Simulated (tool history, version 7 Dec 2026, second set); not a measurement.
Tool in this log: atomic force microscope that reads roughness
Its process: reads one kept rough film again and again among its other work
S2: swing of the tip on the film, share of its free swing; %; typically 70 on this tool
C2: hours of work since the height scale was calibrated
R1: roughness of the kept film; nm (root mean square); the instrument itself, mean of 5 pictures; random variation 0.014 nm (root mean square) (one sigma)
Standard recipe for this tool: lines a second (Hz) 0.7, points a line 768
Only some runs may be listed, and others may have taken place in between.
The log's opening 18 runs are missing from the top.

Run 19, hour 760.7: usual settings but points a line 448; pictures with this tip 268; C2 73. Result: R1 3.154 nm (root mean square).
Run 20, hour 793.6: usual settings but points a line 448; pictures with this tip 341; C2 95. Result: R1 3.103 nm (root mean square).
At hour 811.2: new tip fitted.
Run 21, hour 832.5: usual settings but points a line 448; pictures with this tip 47; C2 121. Result: R1 3.311 nm (root mean square).
Run 22, hour 876.5: usual settings but S2 64 %, points a line 476; pictures with this tip 145; C2 151. Result: R1 3.257 nm (root mean square).
Run 23, hour 909.5: usual settings but S2 64 %, points a line 476; pictures with this tip 218; C2 174. Result: R1 3.205 nm (root mean square).
Run 24, hour 950.8: usual settings but points a line 349; pictures with this tip 309; C2 202. Result: R1 3.088 nm (root mean square).
At hour 981.8: new tip fitted.
Run 25, hour 984.3: usual settings but points a line 349; pictures with this tip 6; C2 224. Result: R1 3.373 nm (root mean square).
Run 26, hour 1040.7: usual settings but lines a second (Hz) 0.664, S2 57 %, points a line 640; pictures with this tip 131; C2 262. Result: R1 3.318 nm (root mean square).
Run 27, hour 1089.5: usual settings but lines a second (Hz) 0.664, S2 57 %, points a line 640; pictures with this tip 239; C2 296. Result: R1 3.23 nm (root mean square).
Run 28, hour 1113.9: usual settings but S2 82 %, points a line 671; pictures with this tip 293; C2 312. Result: R1 3.113 nm (root mean square).
Run 29, hour 1146.5: usual settings but S2 57 %; pictures with this tip 365; C2 334. Result: R1 3.127 nm (root mean square).
At hour 1151.1: new tip fitted.
Run 30, hour 1202.9: usual settings but lines a second (Hz) 0.634, S2 58 %, points a line 380; pictures with this tip 115; C2 372. Result: R1 3.319 nm (root mean square).
Run 31, hour 1235.9: usual settings but lines a second (Hz) 0.634, S2 58 %, points a line 380; pictures with this tip 188; C2 395. Result: R1 3.24 nm (root mean square).
Run 32, hour 1268.5: usual settings but lines a second (Hz) 3.468, S2 58 %, points a line 505; pictures with this tip 260; C2 417. Result: R1 3.103 nm (root mean square).
Run 33, hour 1306.6: usual settings but lines a second (Hz) 3.318, S2 58 %, points a line 569; pictures with this tip 344; C2 443. Result: R1 3.038 nm (root mean square).
At hour 1323.3: new tip fitted.
Run 34, hour 1348.8: usual settings but lines a second (Hz) 3.318, S2 58 %, points a line 569; pictures with this tip 57; C2 471. Result: R1 3.249 nm (root mean square).
Run 35, hour 1379.7: usual settings but lines a second (Hz) 0.589, S2 77 %, points a line 423; pictures with this tip 125; C2 492. Result: R1 3.264 nm (root mean square).
Run 36, hour 1411.5: usual settings but lines a second (Hz) 1.14, points a line 464; pictures with this tip 195; C2 514. Result: R1 3.173 nm (root mean square).
Run 37, hour 1463.5: usual settings but lines a second (Hz) 0.969, S2 88 %, points a line 578; pictures with this tip 311; C2 549. Result: R1 2.987 nm (root mean square).
Run 38, hour 1487.3: usual settings but S2 79 %, points a line 268; pictures with this tip 363; C2 566. Result: R1 3.01 nm (root mean square).
At hour 1495.4: new tip fitted.
Run 39, hour 1541.3: usual settings but S2 72 %, points a line 489; pictures with this tip 102; C2 602. Result: R1 3.303 nm (root mean square).
Run 40, hour 1595.8: usual settings but S2 72 %, points a line 1015; pictures with this tip 222; C2 639. Result: R1 3.213 nm (root mean square).
Run 41, hour 1640.4: usual settings but lines a second (Hz) 3.88, S2 63 %; pictures with this tip 321; C2 669. Result: R1 3.011 nm (root mean square).
At hour 1664.9: new tip fitted.
Run 42, hour 1664.9: usual settings but lines a second (Hz) 3.88, S2 63 %, points a line 492; pictures with this tip 0; C2 686. Result: R1 3.253 nm (root mean square).

Consider 3 possible next runs. They are alternatives, not a sequence: every one starts from the tool as it was left by run 42. What does each give?
Run A, hour 1696.9: usual settings but lines a second (Hz) 1.02, S2 85 %, points a line 311; pictures with this tip 71; C2 707. Result: R1 ?.
Run B, hour 1696.9: usual settings but lines a second (Hz) 3.88, S2 63 %, points a line 281; pictures with this tip 71; C2 707. Result: R1 ?.
Run C, hour 1696.9: usual settings but lines a second (Hz) 0.73, S2 56 %, points a line 924; pictures with this tip 71; C2 707. Result: R1 ?.

run     R1
  A  3.223
  B  3.201
  C  3.379
Stripped of hidden state, with their random variation kept, the same runs would have yielded:
run     R1
  A  3.266
  B  3.245
  C  3.425
